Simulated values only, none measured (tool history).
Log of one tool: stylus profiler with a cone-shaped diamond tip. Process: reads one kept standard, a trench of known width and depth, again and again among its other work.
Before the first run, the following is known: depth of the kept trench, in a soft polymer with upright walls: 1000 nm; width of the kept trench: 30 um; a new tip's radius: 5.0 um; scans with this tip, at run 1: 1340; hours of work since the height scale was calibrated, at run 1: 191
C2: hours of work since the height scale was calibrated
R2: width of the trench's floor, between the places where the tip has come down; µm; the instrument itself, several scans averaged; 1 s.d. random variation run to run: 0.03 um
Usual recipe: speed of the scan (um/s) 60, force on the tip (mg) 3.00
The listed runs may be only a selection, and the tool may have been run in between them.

run 1 hour=0.0 | speed_of_the_scan_(um/s)=60 force_on_the_tip_(mg)=3.00 | scans_with_this_tip=1340 C2=191 | depth_of_the_trench_(Å)=10178.8 R2=23.36
run 2 hour=10.4 | speed_of_the_scan_(um/s)=60 force_on_the_tip_(mg)=3.00 | scans_with_this_tip=1384 C2=197 | depth_of_the_trench_(Å)=10172.6 R2=23.38
run 3 hour=28.4 | speed_of_the_scan_(um/s)=60 force_on_the_tip_(mg)=3.00 | scans_with_this_tip=1460 C2=208 | depth_of_the_trench_(Å)=10175.3 R2=23.37
run 4 hour=45.0 | speed_of_the_scan_(um/s)=60 force_on_the_tip_(mg)=3.00 | scans_with_this_tip=1529 C2=217 | depth_of_the_trench_(Å)=10173.2 R2=23.31
run 5 hour=64.5 | speed_of_the_scan_(um/s)=60 force_on_the_tip_(mg)=3.00 | scans_with_this_tip=1611 C2=229 | depth_of_the_trench_(Å)=10177.0 R2=23.28
run 6 hour=82.0 | speed_of_the_scan_(um/s)=60 force_on_the_tip_(mg)=1.80 | scans_with_this_tip=1685 C2=240 | depth_of_the_trench_(Å)=10120.7 R2=23.19
run 7 hour=97.2 | speed_of_the_scan_(um/s)=60 force_on_the_tip_(mg)=1.80 | scans_with_this_tip=1749 C2=249 | depth_of_the_trench_(Å)=10121.5 R2=23.20
run 8 hour=118.6 | speed_of_the_scan_(um/s)=60 force_on_the_tip_(mg)=1.80 | scans_with_this_tip=1839 C2=261 | depth_of_the_trench_(Å)=10117.2 R2=23.14
run 9 hour=136.5 | speed_of_the_scan_(um/s)=110 force_on_the_tip_(mg)=3.00 | scans_with_this_tip=1913 C2=272 | depth_of_the_trench_(Å)=10168.8 R2=22.90
run 10 hour=157.3 | speed_of_the_scan_(um/s)=60 force_on_the_tip_(mg)=3.00 | scans_with_this_tip=2001 C2=284 | depth_of_the_trench_(Å)=10169.6 R2=23.24
run 11 hour=178.5 | speed_of_the_scan_(um/s)=60 force_on_the_tip_(mg)=3.00 | scans_with_this_tip=2090 C2=297 | depth_of_the_trench_(Å)=10174.7 R2=23.20
run 12 hour=190.3 | speed_of_the_scan_(um/s)=60 force_on_the_tip_(mg)=2.29 | scans_with_this_tip=2140 C2=304 | depth_of_the_trench_(Å)=10140.9 R2=23.12
run 13 hour=211.9 | speed_of_the_scan_(um/s)=80 force_on_the_tip_(mg)=3.00 | scans_with_this_tip=2230 C2=317 | depth_of_the_trench_(Å)=10170.0 R2=23.05
run 14 hour=233.6 | speed_of_the_scan_(um/s)=80 force_on_the_tip_(mg)=3.00 | scans_with_this_tip=2321 C2=330 | depth_of_the_trench_(Å)=10166.4 R2=23.01
run 15 hour=242.9 | speed_of_the_scan_(um/s)=60 force_on_the_tip_(mg)=3.00 | scans_with_this_tip=2361 C2=336 | depth_of_the_trench_(Å)=10170.2 R2=23.14
run 16 hour=255.7 | speed_of_the_scan_(um/s)=60 force_on_the_tip_(mg)=4.26 | scans_with_this_tip=2414 C2=343 | depth_of_the_trench_(Å)=10220.4 R2=23.14
run 17 hour=272.1 | speed_of_the_scan_(um/s)=60 force_on_the_tip_(mg)=4.26 | scans_with_this_tip=2483 C2=353 | depth_of_the_trench_(Å)=10212.7 R2=23.16
run 18 hour=291.6 | speed_of_the_scan_(um/s)=60 force_on_the_tip_(mg)=4.26 | scans_with_this_tip=2565 C2=365 | depth_of_the_trench_(Å)=10213.6 R2=23.15
run 19 hour=304.6 | speed_of_the_scan_(um/s)=17 force_on_the_tip_(mg)=4.26 | scans_with_this_tip=2619 C2=372 | depth_of_the_trench_(Å)=10210.2 R2=23.25
run 20 hour=325.3 | speed_of_the_scan_(um/s)=97 force_on_the_tip_(mg)=3.00 | scans_with_this_tip=2706 C2=385 | depth_of_the_trench_(Å)=10165.8 R2=22.82
run 21 hour=341.0 | speed_of_the_scan_(um/s)=28 force_on_the_tip_(mg)=3.00 | scans_with_this_tip=2772 C2=394 | depth_of_the_trench_(Å)=10167.1 R2=23.23
run 22 hour=350.8 | speed_of_the_scan_(um/s)=28 force_on_the_tip_(mg)=3.00 | scans_with_this_tip=2814 C2=400 | depth_of_the_trench_(Å)=10165.6 R2=23.16
run 23 hour=368.5 | speed_of_the_scan_(um/s)=28 force_on_the_tip_(mg)=3.00 | scans_with_this_tip=2888 C2=411 | depth_of_the_trench_(Å)=10169.9 R2=23.18
run 24 hour=378.6 | speed_of_the_scan_(um/s)=84 force_on_the_tip_(mg)=2.64 | scans_with_this_tip=2930 C2=417 | depth_of_the_trench_(Å)=10147.5 R2=22.82
run 25 hour=391.4 | speed_of_the_scan_(um/s)=16 force_on_the_tip_(mg)=3.00 | scans_with_this_tip=2984 C2=424 | depth_of_the_trench_(Å)=10164.7 R2=23.18
run 26 hour=402.7 | speed_of_the_scan_(um/s)=17 force_on_the_tip_(mg)=4.37 | scans_with_this_tip=3032 C2=431 | depth_of_the_trench_(Å)=10216.0 R2=23.23
run 27 hour=413.7 | speed_of_the_scan_(um/s)=22 force_on_the_tip_(mg)=1.77 | scans_with_this_tip=3078 C2=438 | depth_of_the_trench_(Å)=10106.2 R2=23.11
run 28 hour=432.3 | speed_of_the_scan_(um/s)=22 force_on_the_tip_(mg)=1.77 | scans_with_this_tip=3156 C2=449 | depth_of_the_trench_(Å)=10105.8 R2=23.10
run 29 hour=451.7 | speed_of_the_scan_(um/s)=49 force_on_the_tip_(mg)=2.04 | scans_with_this_tip=3237 C2=460 | depth_of_the_trench_(Å)=10121.8 R2=22.88
run 30 hour=461.6 | speed_of_the_scan_(um/s)=39 force_on_the_tip_(mg)=8.25 | scans_with_this_tip=3279 C2=466 | depth_of_the_trench_(Å)=10334.1 R2=23.12
run 31 hour=480.0 | speed_of_the_scan_(um/s)=39 force_on_the_tip_(mg)=8.25 | scans_with_this_tip=3356 C2=477 | depth_of_the_trench_(Å)=10334.0 R2=23.07
run 32 hour=495.9 | speed_of_the_scan_(um/s)=39 force_on_the_tip_(mg)=8.25 | scans_with_this_tip=3423 C2=487 | depth_of_the_trench_(Å)=10335.6 R2=23.08
run 33 hour=514.5 | speed_of_the_scan_(um/s)=39 force_on_the_tip_(mg)=1.26 | scans_with_this_tip=3501 C2=498 | depth_of_the_trench_(Å)=10080.0 R2=22.81
run 34 hour=529.8 | speed_of_the_scan_(um/s)=224 force_on_the_tip_(mg)=2.71 | scans_with_this_tip=3565 C2=507 | depth_of_the_trench_(Å)=10149.3 R2=21.89
run 35 hour=541.7 | speed_of_the_scan_(um/s)=224 force_on_the_tip_(mg)=2.71 | scans_with_this_tip=3615 C2=514 | depth_of_the_trench_(Å)=10148.7 R2=21.92
run 36 hour=558.9 | speed_of_the_scan_(um/s)=22 force_on_the_tip_(mg)=1.06 | scans_with_this_tip=3688 C2=524 | depth_of_the_trench_(Å)=10069.3 R2=22.91
run 37 hour=579.8 | speed_of_the_scan_(um/s)=49 force_on_the_tip_(mg)=4.11 | scans_with_this_tip=3775 C2=537 | depth_of_the_trench_(Å)=10203.7 R2=22.91
run 38 hour=600.9 | speed_of_the_scan_(um/s)=45 force_on_the_tip_(mg)=8.02 | scans_with_this_tip=3864 C2=549 | depth_of_the_trench_(Å)=10330.0 R2=22.98
run 39 hour=620.1 | speed_of_the_scan_(um/s)=188 force_on_the_tip_(mg)=8.42 | scans_with_this_tip=3944 C2=561 | depth_of_the_trench_(Å)=10342.6 R2=22.44
run 40 hour=631.2 | speed_of_the_scan_(um/s)=188 force_on_the_tip_(mg)=8.42 | scans_with_this_tip=3991 C2=567 | depth_of_the_trench_(Å)=10339.0 R2=22.46
run 41 hour=653.5 | speed_of_the_scan_(um/s)=114 force_on_the_tip_(mg)=3.00 | scans_with_this_tip=4085 C2=581 | depth_of_the_trench_(Å)=10154.6 R2=22.44
run 42 hour=670.6 | speed_of_the_scan_(um/s)=147 force_on_the_tip_(mg)=2.37 | scans_with_this_tip=4156 C2=591 | depth_of_the_trench_(Å)=10130.2 R2=22.11
run 43 hour=691.8 | speed_of_the_scan_(um/s)=234 force_on_the_tip_(mg)=2.00 | scans_with_this_tip=4245 C2=604 | depth_of_the_trench_(Å)=10115.2 R2=21.41
run 44 hour=703.5 | speed_of_the_scan_(um/s)=234 force_on_the_tip_(mg)=2.00 | scans_with_this_tip=4295 C2=611 | depth_of_the_trench_(Å)=10108.2 R2=21.43
run 45 hour=713.0 | speed_of_the_scan_(um/s)=34 force_on_the_tip_(mg)=3.00 | scans_with_this_tip=4334 C2=616 | depth_of_the_trench_(Å)=10156.6 R2=22.77

Below, some changes in depth of the trench (Å) between adjacent runs. For each, the amount present without the hidden state too (settings, incoming material, random variation) and the amount remaining for the hidden state with gauge scatter not shared by both compared results:
What the log doesn't record here: radius of the tip, um; height scale over the true one, %; drift of the gauge itself on depth_nm, %; drift of the gauge itself on floor_um, %.
Run 12 -> 13: speed of the scan (um/s) 60 -> 80, force on the tip (mg) 2.29 -> 3.00. depth of the trench (Å) +29.1: hidden state -0.7, all else +29.8.
Run 29 -> 30: speed of the scan (um/s) 49 -> 39, force on the tip (mg) 2.04 -> 8.25. depth of the trench (Å) +212.3: hidden state -0.6, all else +212.9.
Run 32 -> 33: force on the tip (mg) 8.25 -> 1.26. depth of the trench (Å) -255.6: hidden state +0.0, all else -255.6.
Run 36 -> 37: speed of the scan (um/s) 22 -> 49, force on the tip (mg) 1.06 -> 4.11. depth of the trench (Å) +134.4: hidden state -1.0, all else +135.4.
Run 37 -> 38: speed of the scan (um/s) 49 -> 45, force on the tip (mg) 4.11 -> 8.02. depth of the trench (Å) +126.3: hidden state -0.8, all else +127.1.
Run 40 -> 41: speed of the scan (um/s) 188 -> 114, force on the tip (mg) 8.42 -> 3.00. depth of the trench (Å) -184.4: hidden state -0.2, all else -184.2.
